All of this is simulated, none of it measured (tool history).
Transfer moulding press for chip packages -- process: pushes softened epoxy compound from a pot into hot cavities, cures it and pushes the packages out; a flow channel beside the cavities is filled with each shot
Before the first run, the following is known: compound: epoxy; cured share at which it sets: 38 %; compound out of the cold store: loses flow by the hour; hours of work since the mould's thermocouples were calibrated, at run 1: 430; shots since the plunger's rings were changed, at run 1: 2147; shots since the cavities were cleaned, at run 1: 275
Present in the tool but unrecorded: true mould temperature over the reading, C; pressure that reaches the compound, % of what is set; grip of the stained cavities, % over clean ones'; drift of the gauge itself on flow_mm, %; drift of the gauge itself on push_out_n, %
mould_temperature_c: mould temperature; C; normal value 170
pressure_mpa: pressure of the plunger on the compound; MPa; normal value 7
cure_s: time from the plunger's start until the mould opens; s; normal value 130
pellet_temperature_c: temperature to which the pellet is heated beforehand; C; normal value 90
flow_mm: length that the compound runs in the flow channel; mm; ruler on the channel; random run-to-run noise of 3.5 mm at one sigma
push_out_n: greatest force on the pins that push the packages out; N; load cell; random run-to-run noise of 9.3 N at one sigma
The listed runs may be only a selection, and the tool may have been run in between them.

run,hour,mould_temperature_c,pressure_mpa,cure_s,pellet_temperature_c,hours of work since the mould's thermocouples were calibrated,shots since the plunger's rings were changed,shots since the cavities were cleaned,incoming compound's hours out of the cold store,flow_mm,push_out_n
1,0,170,7,130,90,430,2147,275,41.7,881,530
2,10.6,170,7.38,130,90,436,2238,366,33.4,942,583
# hour 21: cavities cleaned with cleaning compound and waxed
3,34.9,170,7.38,130,90,449,2435,120,30.1,957,509
4,50,170,7.38,130,90,458,2565,250,46.2,871,539
# hour 60.1: plunger's sealing rings changed
5,63.6,170,7,130,90,464,30,346,29.1,969,586
6,74.2,170,7,130,90,470,121,437,20.7,1009,618
# hour 77.6: cavities cleaned with cleaning compound and waxed
7,90.9,170,7,130,90,479,252,114,42,897,486
8,107.1,170,7,130,90,488,392,254,41.3,903,554
9,125,170,7,130,90,498,546,408,40.3,903,612
# hour 131.6: cavities cleaned with cleaning compound and waxed
10,148.4,170,8.68,130,90,510,735,145,20.8,1114,528
11,157.9,170,7,149,90,516,817,227,16.1,1021,505
12,173.3,170,7,149,90,525,950,360,16.1,1027,546
# hour 185.8: cavities cleaned with cleaning compound and waxed
13,194.7,170,7.68,149,90,536,1121,76,13.6,1091,447
14,213,170,7.68,149,90,546,1279,234,28.8,993,522
15,229.4,170,7.68,149,90,555,1421,376,27.6,1003,546
# hour 238.6: cavities cleaned with cleaning compound and waxed
16,250.8,175,7.72,163,91,567,1593,106,8.1,1083,434
17,263.4,175,7.72,163,91,574,1701,214,33.6,939,451
# hour 276.6: mould's thermocouples calibrated
18,283.4,175,7.99,144,88,4,1856,369,42.3,903,525
# hour 294.1: cavities cleaned with cleaning compound and waxed
19,303.1,167,7,169,90,14,2013,78,12.6,1044,436
20,319.5,167,7,169,90,23,2155,220,9.9,1057,493
21,337.1,167,7,169,90,33,2306,371,16,1008,554
# hour 347.3: cavities cleaned with cleaning compound and waxed
22,348.6,167,7,162,90,39,2393,12,18.2,1001,414
23,358.5,170,6.51,130,87,45,2478,97,19.7,935,478
# hour 377.3: plunger's sealing rings changed
24,380.3,170,6.51,130,87,56,25,263,46.3,850,526
25,390.8,163,6.33,165,87,62,116,354,10.1,1064,613
# hour 402.5: cavities cleaned with cleaning compound and waxed
26,412.7,170,7,113,92,73,292,88,36.7,918,516
27,423.4,170,7,113,92,79,384,180,23.9,986,602
28,433.3,173,5.48,130,86,85,470,266,41.9,777,509
29,452.4,171,7,148,90,96,634,430,39.5,897,553

Entry by entry between the runs, the difference in hidden state between the last listed run before and the first listed run after:
After run 2, before run 3: cavities cleaned with cleaning compound and waxed (hour 21)
  true mould temperature over the reading, C: -1.2 -> -1.23; pressure that reaches the compound, % of what is set: 93.43 -> 92.85; grip of the stained cavities, % over clean ones': 34.4 -> 15
  measured value less the no-hidden-state value, flow_mm: -26 -> -29 mm; push_out_n: +162 -> +79 N
After run 4, before run 5: plunger's sealing rings changed (hour 60.1)
  true mould temperature over the reading, C: -1.25 -> -1.27; pressure that reaches the compound, % of what is set: 92.49 -> 99.35; grip of the stained cavities, % over clean ones': 26.3 -> 33.6
  measured value less the no-hidden-state value, flow_mm: -29 -> +4 mm; push_out_n: +126 -> +162 N
After run 6, before run 7: cavities cleaned with cleaning compound and waxed (hour 77.6)
  true mould temperature over the reading, C: -1.28 -> -1.3; pressure that reaches the compound, % of what is set: 99.09 -> 98.71; grip of the stained cavities, % over clean ones': 40 -> 16.3
  measured value less the no-hidden-state value, flow_mm: +3 -> +0 mm; push_out_n: +193 -> +80 N
After run 9, before run 10: cavities cleaned with cleaning compound and waxed (hour 131.6)
  true mould temperature over the reading, C: -1.34 -> -1.37; pressure that reaches the compound, % of what is set: 97.86 -> 97.32; grip of the stained cavities, % over clean ones': 39.2 -> 17.1
  measured value less the no-hidden-state value, flow_mm: -4 -> -6 mm; push_out_n: +187 -> +95 N
After run 12, before run 13: cavities cleaned with cleaning compound and waxed (hour 185.8)
  true mould temperature over the reading, C: -1.4 -> -1.43; pressure that reaches the compound, % of what is set: 96.71 -> 96.19; grip of the stained cavities, % over clean ones': 34.6 -> 10.6
  measured value less the no-hidden-state value, flow_mm: -9 -> -12 mm; push_out_n: +149 -> +50 N
After run 15, before run 16: cavities cleaned with cleaning compound and waxed (hour 238.6)
  true mould temperature over the reading, C: -1.47 -> -1.5; pressure that reaches the compound, % of what is set: 95.26 -> 94.75; grip of the stained cavities, % over clean ones': 34.1 -> 11.9
  measured value less the no-hidden-state value, flow_mm: -17 -> -21 mm; push_out_n: +147 -> +47 N
After run 17, before run 18: mould's thermocouples calibrated (hour 276.6)
  true mould temperature over the reading, C: -1.51 -> 0.14; pressure that reaches the compound, % of what is set: 94.45 -> 94.01; grip of the stained cavities, % over clean ones': 21.5 -> 33.4
  measured value less the no-hidden-state value, flow_mm: -20 -> -29 mm; push_out_n: +81 -> +130 N
After run 18, before run 19: cavities cleaned with cleaning compound and waxed (hour 294.1)
  true mould temperature over the reading, C: 0.14 -> 0.11; pressure that reaches the compound, % of what is set: 94.01 -> 93.54; grip of the stained cavities, % over clean ones': 33.4 -> 9.4
  measured value less the no-hidden-state value, flow_mm: -29 -> -36 mm; push_out_n: +130 -> +37 N
After run 21, before run 22: cavities cleaned with cleaning compound and waxed (hour 347.3)
  true mould temperature over the reading, C: 0.07 -> 0.06; pressure that reaches the compound, % of what is set: 92.64 -> 92.39; grip of the stained cavities, % over clean ones': 34.2 -> 1.5
  measured value less the no-hidden-state value, flow_mm: -40 -> -41 mm; push_out_n: +142 -> +6 N
After run 23, before run 24: plunger's sealing rings changed (hour 377.3)
  true mould temperature over the reading, C: 0.04 -> 0.02; pressure that reaches the compound, % of what is set: 92.16 -> 99.87; grip of the stained cavities, % over clean ones': 10.6 -> 26.2
  measured value less the no-hidden-state value, flow_mm: -39 -> -1 mm; push_out_n: +46 -> +107 N
After run 25, before run 26: cavities cleaned with cleaning compound and waxed (hour 402.5)
  true mould temperature over the reading, C: 0.01 -> -0.02; pressure that reaches the compound, % of what is set: 99.63 -> 99.1; grip of the stained cavities, % over clean ones': 32.6 -> 10.3
  measured value less the no-hidden-state value, flow_mm: -2 -> -4 mm; push_out_n: +151 -> +49 N
